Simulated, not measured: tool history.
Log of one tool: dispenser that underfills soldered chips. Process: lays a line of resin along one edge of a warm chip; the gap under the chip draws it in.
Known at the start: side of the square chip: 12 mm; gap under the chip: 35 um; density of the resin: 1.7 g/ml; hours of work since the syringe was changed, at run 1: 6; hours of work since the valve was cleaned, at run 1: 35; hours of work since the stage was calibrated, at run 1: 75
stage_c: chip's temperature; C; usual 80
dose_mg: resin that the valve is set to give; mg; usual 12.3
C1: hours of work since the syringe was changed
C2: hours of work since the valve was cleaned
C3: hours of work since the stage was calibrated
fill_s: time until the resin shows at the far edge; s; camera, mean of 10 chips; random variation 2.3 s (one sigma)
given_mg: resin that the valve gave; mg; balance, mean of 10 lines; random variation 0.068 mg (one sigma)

run 1 hour=0 | stage_c=80 dose_mg=12.3 | C1=6 C2=35 C3=75 | fill_s=294.4 given_mg=11.99
-- hour=4.6 new syringe of resin
run 2 hour=4.7 | stage_c=80 dose_mg=12.3 | C1=0 C2=38 C3=79 | fill_s=225.8 given_mg=11.97
run 3 hour=7.6 | stage_c=80 dose_mg=12.3 | C1=2 C2=40 C3=81 | fill_s=252.6 given_mg=11.85
run 4 hour=12.5 | stage_c=66 dose_mg=12.3 | C1=6 C2=44 C3=84 | fill_s=463.9 given_mg=11.89
run 5 hour=15.6 | stage_c=66 dose_mg=12.3 | C1=8 C2=46 C3=87 | fill_s=529.9 given_mg=11.8
-- hour=17.3 new syringe of resin
run 6 hour=20.2 | stage_c=66 dose_mg=12.3 | C1=2 C2=49 C3=90 | fill_s=397.5 given_mg=11.85
run 7 hour=23.4 | stage_c=66 dose_mg=12.3 | C1=4 C2=51 C3=92 | fill_s=429.9 given_mg=11.8
run 8 hour=28.4 | stage_c=66 dose_mg=12.3 | C1=8 C2=55 C3=96 | fill_s=522 given_mg=11.68
-- hour=29.8 new syringe of resin
run 9 hour=31.1 | stage_c=66 dose_mg=12.3 | C1=1 C2=57 C3=98 | fill_s=371 given_mg=11.7
run 10 hour=35.8 | stage_c=66 dose_mg=12.3 | C1=4 C2=60 C3=101 | fill_s=446.5 given_mg=11.7
run 11 hour=38.1 | stage_c=66 dose_mg=12.3 | C1=6 C2=62 C3=103 | fill_s=477.7 given_mg=11.57
run 12 hour=40.5 | stage_c=89 dose_mg=13.8 | C1=8 C2=64 C3=104 | fill_s=248.2 given_mg=13.02
-- hour=42.4 new syringe of resin
run 13 hour=45.2 | stage_c=68 dose_mg=10.9 | C1=2 C2=67 C3=108 | fill_s=383.6 given_mg=10.26

The next listed run, before its measurement:
run 14 hour=49.5 | stage_c=68 dose_mg=10.9 | C1=5 C2=70 C3=111 | fill_s=? given_mg=?

Run 14 gave fill_s 442.2 s, given_mg 10.19 mg.
Without the tool's hidden state the same run would have given fill_s 347 s, given_mg 10.84 mg.
